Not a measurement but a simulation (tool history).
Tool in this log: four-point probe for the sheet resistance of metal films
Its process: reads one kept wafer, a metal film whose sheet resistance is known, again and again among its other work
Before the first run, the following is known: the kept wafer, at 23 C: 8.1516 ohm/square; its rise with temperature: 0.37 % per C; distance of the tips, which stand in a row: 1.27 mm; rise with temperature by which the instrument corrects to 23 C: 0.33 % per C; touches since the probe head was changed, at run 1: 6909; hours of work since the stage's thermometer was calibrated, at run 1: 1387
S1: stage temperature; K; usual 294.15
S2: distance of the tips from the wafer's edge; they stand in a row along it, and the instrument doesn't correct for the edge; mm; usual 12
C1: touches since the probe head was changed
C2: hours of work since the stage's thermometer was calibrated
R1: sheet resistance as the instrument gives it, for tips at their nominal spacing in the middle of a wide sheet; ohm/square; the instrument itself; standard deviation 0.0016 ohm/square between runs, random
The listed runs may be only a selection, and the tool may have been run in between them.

| run | hour | S1 | S2 | C1 | C2 | R1 |
|---|---|---|---|---|---|---|
| 1 | 0 | 294.15 | 12 | 6909 | 1387 | 8.141356 |
| 2 | 11.3 | 294.15 | 12 | 7116 | 1393 | 8.145127 |
| 3 | 23.7 | 294.15 | 56 | 7343 | 1399 | 8.099651 |
| 4 | 45.8 | 294.15 | 56 | 7749 | 1410 | 8.094797 |
| 5 | 59.1 | 294.15 | 56 | 7992 | 1416 | 8.096274 |
| 6 | 76.5 | 294.15 | 12 | 8312 | 1425 | 8.141745 |
| 7 | 91.8 | 301.15 | 12 | 8593 | 1433 | 8.169753 |
|  | 93.4 | stage's thermometer calibrated |
| 8 | 103.9 | 301.15 | 12 | 8804 | 5 | 8.166668 |
| 9 | 121.1 | 297.15 | 7 | 9120 | 14 | 8.24167 |
| 10 | 142.7 | 294.15 | 44 | 9516 | 24 | 8.092308 |
| 11 | 164.7 | 294.15 | 67 | 9920 | 35 | 8.089945 |

Estimate the outcome of run 12 from the log above:
| 12 | 179.9 | 294.15 | 67 | 10198 | 43 | ? |

{"run 12": {"R1": 8.090194}}
With the hidden condition absent and the run-to-run variation left alone, this run would have shown R1 8.145168 ohm/square.
